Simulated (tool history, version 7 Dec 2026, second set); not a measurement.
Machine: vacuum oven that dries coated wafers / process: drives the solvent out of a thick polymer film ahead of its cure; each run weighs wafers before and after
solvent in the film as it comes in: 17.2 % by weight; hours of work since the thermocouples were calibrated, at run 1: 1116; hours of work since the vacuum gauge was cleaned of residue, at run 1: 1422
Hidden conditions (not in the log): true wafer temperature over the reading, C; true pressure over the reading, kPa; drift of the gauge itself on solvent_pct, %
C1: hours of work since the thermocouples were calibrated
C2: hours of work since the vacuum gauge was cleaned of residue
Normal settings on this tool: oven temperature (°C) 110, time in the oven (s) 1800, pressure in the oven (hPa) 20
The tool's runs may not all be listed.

{"run": 1, "hour": 0.0, "oven temperature (°C)": 110, "time in the oven (s)": 1800, "pressure in the oven (hPa)": 20, "C1": 1116, "C2": 1422, "solvent left in the film (%)": 2.02}
{"run": 2, "hour": 95.3, "oven temperature (°C)": 110, "time in the oven (s)": 1800, "pressure in the oven (hPa)": 20, "C1": 1164, "C2": 1469, "solvent left in the film (%)": 1.97}
{"run": 3, "hour": 167.6, "oven temperature (°C)": 116, "time in the oven (s)": 1800, "pressure in the oven (hPa)": 20, "C1": 1200, "C2": 1505, "solvent left in the film (%)": 1.4}
{"run": 4, "hour": 245.6, "oven temperature (°C)": 116, "time in the oven (s)": 1800, "pressure in the oven (hPa)": 20, "C1": 1238, "C2": 1543, "solvent left in the film (%)": 1.41}
{"run": 5, "hour": 302.3, "oven temperature (°C)": 116, "time in the oven (s)": 1800, "pressure in the oven (hPa)": 32.8, "C1": 1266, "C2": 1571, "solvent left in the film (%)": 2.12}
{"run": 6, "hour": 354.7, "oven temperature (°C)": 97, "time in the oven (s)": 1800, "pressure in the oven (hPa)": 20, "C1": 1292, "C2": 1597, "solvent left in the film (%)": 3.95}
{"run": 7, "hour": 437.5, "oven temperature (°C)": 97, "time in the oven (s)": 1800, "pressure in the oven (hPa)": 20, "C1": 1333, "C2": 1638, "solvent left in the film (%)": 3.9}
{"run": 8, "hour": 537.9, "oven temperature (°C)": 100, "time in the oven (s)": 1800, "pressure in the oven (hPa)": 20, "C1": 1383, "C2": 1688, "solvent left in the film (%)": 3.34}
{"hour": 607.3, "done": "oven's thermocouples calibrated"}
{"run": 9, "hour": 645.2, "oven temperature (°C)": 100, "time in the oven (s)": 1800, "pressure in the oven (hPa)": 20, "C1": 19, "C2": 1740, "solvent left in the film (%)": 3.89}
{"run": 10, "hour": 690.5, "oven temperature (°C)": 110, "time in the oven (s)": 1800, "pressure in the oven (hPa)": 15.7, "C1": 41, "C2": 1763, "solvent left in the film (%)": 2.05}
{"run": 11, "hour": 734.5, "oven temperature (°C)": 110, "time in the oven (s)": 2820, "pressure in the oven (hPa)": 20, "C1": 63, "C2": 1785, "solvent left in the film (%)": 1.71}
{"run": 12, "hour": 815.4, "oven temperature (°C)": 110, "time in the oven (s)": 2820, "pressure in the oven (hPa)": 20, "C1": 103, "C2": 1825, "solvent left in the film (%)": 1.7}
{"run": 13, "hour": 865.8, "oven temperature (°C)": 110, "time in the oven (s)": 1800, "pressure in the oven (hPa)": 20, "C1": 128, "C2": 1850, "solvent left in the film (%)": 2.3}
{"run": 14, "hour": 924.6, "oven temperature (°C)": 110, "time in the oven (s)": 1800, "pressure in the oven (hPa)": 20, "C1": 157, "C2": 1879, "solvent left in the film (%)": 2.29}
{"run": 15, "hour": 1022.3, "oven temperature (°C)": 111, "time in the oven (s)": 1800, "pressure in the oven (hPa)": 20, "C1": 206, "C2": 1927, "solvent left in the film (%)": 2.18}
{"run": 16, "hour": 1070.5, "oven temperature (°C)": 111, "time in the oven (s)": 1800, "pressure in the oven (hPa)": 20, "C1": 230, "C2": 1951, "solvent left in the film (%)": 2.16}
{"run": 17, "hour": 1124.6, "oven temperature (°C)": 110, "time in the oven (s)": 1800, "pressure in the oven (hPa)": 20, "C1": 256, "C2": 1978, "solvent left in the film (%)": 2.27}
{"run": 18, "hour": 1192.2, "oven temperature (°C)": 110, "time in the oven (s)": 1800, "pressure in the oven (hPa)": 20, "C1": 290, "C2": 2012, "solvent left in the film (%)": 2.24}
{"run": 19, "hour": 1270.2, "oven temperature (°C)": 110, "time in the oven (s)": 1800, "pressure in the oven (hPa)": 20, "C1": 329, "C2": 2050, "solvent left in the film (%)": 2.26}
{"run": 20, "hour": 1332.5, "oven temperature (°C)": 110, "time in the oven (s)": 1800, "pressure in the oven (hPa)": 20, "C1": 360, "C2": 2081, "solvent left in the film (%)": 2.26}
{"run": 21, "hour": 1441.8, "oven temperature (°C)": 108, "time in the oven (s)": 2940, "pressure in the oven (hPa)": 29.3, "C1": 414, "C2": 2135, "solvent left in the film (%)": 2.51}
{"run": 22, "hour": 1502.5, "oven temperature (°C)": 101, "time in the oven (s)": 2520, "pressure in the oven (hPa)": 20, "C1": 444, "C2": 2165, "solvent left in the film (%)": 2.79}
{"run": 23, "hour": 1571.1, "oven temperature (°C)": 118, "time in the oven (s)": 2400, "pressure in the oven (hPa)": 17.2, "C1": 478, "C2": 2200, "solvent left in the film (%)": 1.13}
{"run": 24, "hour": 1673.5, "oven temperature (°C)": 118, "time in the oven (s)": 2400, "pressure in the oven (hPa)": 57.1, "C1": 529, "C2": 2250, "solvent left in the film (%)": 3.14}
{"run": 25, "hour": 1768.9, "oven temperature (°C)": 118, "time in the oven (s)": 2400, "pressure in the oven (hPa)": 57.1, "C1": 576, "C2": 2298, "solvent left in the film (%)": 3.12}
{"run": 26, "hour": 1822.4, "oven temperature (°C)": 119, "time in the oven (s)": 2400, "pressure in the oven (hPa)": 21.6, "C1": 602, "C2": 2324, "solvent left in the film (%)": 1.34}
{"run": 27, "hour": 1908.4, "oven temperature (°C)": 119, "time in the oven (s)": 2400, "pressure in the oven (hPa)": 21.6, "C1": 645, "C2": 2367, "solvent left in the film (%)": 1.31}
{"run": 28, "hour": 1953.6, "oven temperature (°C)": 114, "time in the oven (s)": 1800, "pressure in the oven (hPa)": 20.7, "C1": 668, "C2": 2389, "solvent left in the film (%)": 1.88}
{"run": 29, "hour": 2029.7, "oven temperature (°C)": 111, "time in the oven (s)": 1740, "pressure in the oven (hPa)": 58.4, "C1": 705, "C2": 2427, "solvent left in the film (%)": 4.48}
{"run": 30, "hour": 2080.8, "oven temperature (°C)": 111, "time in the oven (s)": 1740, "pressure in the oven (hPa)": 58.4, "C1": 731, "C2": 2452, "solvent left in the film (%)": 4.42}
{"run": 31, "hour": 2150.7, "oven temperature (°C)": 111, "time in the oven (s)": 1740, "pressure in the oven (hPa)": 58.4, "C1": 765, "C2": 2487, "solvent left in the film (%)": 4.39}
{"run": 32, "hour": 2226.8, "oven temperature (°C)": 111, "time in the oven (s)": 1080, "pressure in the oven (hPa)": 10.3, "C1": 803, "C2": 2525, "solvent left in the film (%)": 3.01}
{"run": 33, "hour": 2304.0, "oven temperature (°C)": 111, "time in the oven (s)": 1080, "pressure in the oven (hPa)": 10.3, "C1": 841, "C2": 2563, "solvent left in the film (%)": 2.95}
{"hour": 2378.0, "done": "vacuum gauge cleaned of residue and calibrated"}
{"run": 34, "hour": 2413.7, "oven temperature (°C)": 111, "time in the oven (s)": 2280, "pressure in the oven (hPa)": 12.6, "C1": 895, "C2": 18, "solvent left in the film (%)": 1.08}
{"run": 35, "hour": 2502.6, "oven temperature (°C)": 116, "time in the oven (s)": 1800, "pressure in the oven (hPa)": 20, "C1": 939, "C2": 62, "solvent left in the film (%)": 1.35}
{"run": 36, "hour": 2574.7, "oven temperature (°C)": 99, "time in the oven (s)": 1140, "pressure in the oven (hPa)": 20, "C1": 975, "C2": 98, "solvent left in the film (%)": 5.31}
{"run": 37, "hour": 2648.3, "oven temperature (°C)": 123, "time in the oven (s)": 1140, "pressure in the oven (hPa)": 20, "C1": 1011, "C2": 134, "solvent left in the film (%)": 1.49}
{"run": 38, "hour": 2719.5, "oven temperature (°C)": 123, "time in the oven (s)": 1140, "pressure in the oven (hPa)": 20, "C1": 1046, "C2": 169, "solvent left in the film (%)": 1.48}
{"run": 39, "hour": 2813.9, "oven temperature (°C)": 100, "time in the oven (s)": 1620, "pressure in the oven (hPa)": 20, "C1": 1093, "C2": 216, "solvent left in the film (%)": 3.62}

What if the next run were any one of these 4? Each begins from the tool's condition after run 39:
{"run": "A", "hour": 2864.8, "oven temperature (°C)": 117, "time in the oven (s)": 1860, "pressure in the oven (hPa)": 12.8, "C1": 1119, "C2": 241, "solvent left in the film (%)": "?"}
{"run": "B", "hour": 2864.8, "oven temperature (°C)": 115, "time in the oven (s)": 1620, "pressure in the oven (hPa)": 20, "C1": 1119, "C2": 241, "solvent left in the film (%)": "?"}
{"run": "C", "hour": 2864.8, "oven temperature (°C)": 111, "time in the oven (s)": 1320, "pressure in the oven (hPa)": 20, "C1": 1119, "C2": 241, "solvent left in the film (%)": "?"}
{"run": "D", "hour": 2864.8, "oven temperature (°C)": 110, "time in the oven (s)": 1860, "pressure in the oven (hPa)": 20, "C1": 1119, "C2": 241, "solvent left in the film (%)": "?"}

run=A solvent_left_in_the_film_(%)=0.91
run=B solvent_left_in_the_film_(%)=1.55
run=C solvent_left_in_the_film_(%)=2.47
run=D solvent_left_in_the_film_(%)=1.84
Without the tool's unlogged condition, the same runs would have read:
run=A solvent_left_in_the_film_(%)=1.02
run=B solvent_left_in_the_film_(%)=1.74
run=C solvent_left_in_the_film_(%)=2.77
run=D solvent_left_in_the_film_(%)=2.06
